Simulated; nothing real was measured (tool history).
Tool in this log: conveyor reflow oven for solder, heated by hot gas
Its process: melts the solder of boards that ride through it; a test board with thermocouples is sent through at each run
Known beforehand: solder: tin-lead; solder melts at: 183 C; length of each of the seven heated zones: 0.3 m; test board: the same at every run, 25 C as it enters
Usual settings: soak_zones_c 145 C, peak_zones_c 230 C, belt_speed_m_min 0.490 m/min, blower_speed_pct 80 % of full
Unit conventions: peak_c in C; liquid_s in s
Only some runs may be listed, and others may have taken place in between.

run,hour,soak_zones_c,peak_zones_c,belt_speed_m_min,blower_speed_pct,peak_c,liquid_s
1,0.0,145,230,0.490,80,219.9,60.7
2,11.7,145,230,0.490,80,219.9,60.7
3,18.7,145,230,0.490,80,220.2,60.6
4,28.2,145,230,0.490,80,219.8,60.9
5,36.0,145,230,0.490,80,220.1,60.8
6,47.6,145,230,0.490,80,219.9,60.8
7,59.2,145,231,0.490,80,221.2,61.2
8,71.2,145,230,0.559,80,216.4,50.5
9,79.1,145,230,0.559,80,216.8,50.3
10,91.3,145,230,0.559,80,217.2,50.5
11,104.9,151,230,0.490,80,220.5,63.4
12,116.0,151,230,0.490,80,220.7,63.2
13,126.3,151,230,0.490,80,220.6,63.1
14,136.9,145,229,0.490,80,219.1,59.9
15,150.4,145,232,0.490,80,221.4,61.5
16,163.8,145,232,0.490,80,221.1,61.6
17,172.7,145,230,0.490,68,218.2,59.0
18,188.8,150,223,0.558,50,205.1,41.4
19,203.1,149,218,0.490,57,205.6,50.0
20,219.4,149,218,0.490,60,206.2,51.1

Run 21, settings as shown, results not yet in. Your forecast:
21,233.3,145,230,0.463,80,?,?

Run 21 produced peak_c 220.7 C, liquid_s 65.1 s.
The same run, on a tool lacking any hidden state, would have yielded peak_c 222.2 C, liquid_s 66.0 s.

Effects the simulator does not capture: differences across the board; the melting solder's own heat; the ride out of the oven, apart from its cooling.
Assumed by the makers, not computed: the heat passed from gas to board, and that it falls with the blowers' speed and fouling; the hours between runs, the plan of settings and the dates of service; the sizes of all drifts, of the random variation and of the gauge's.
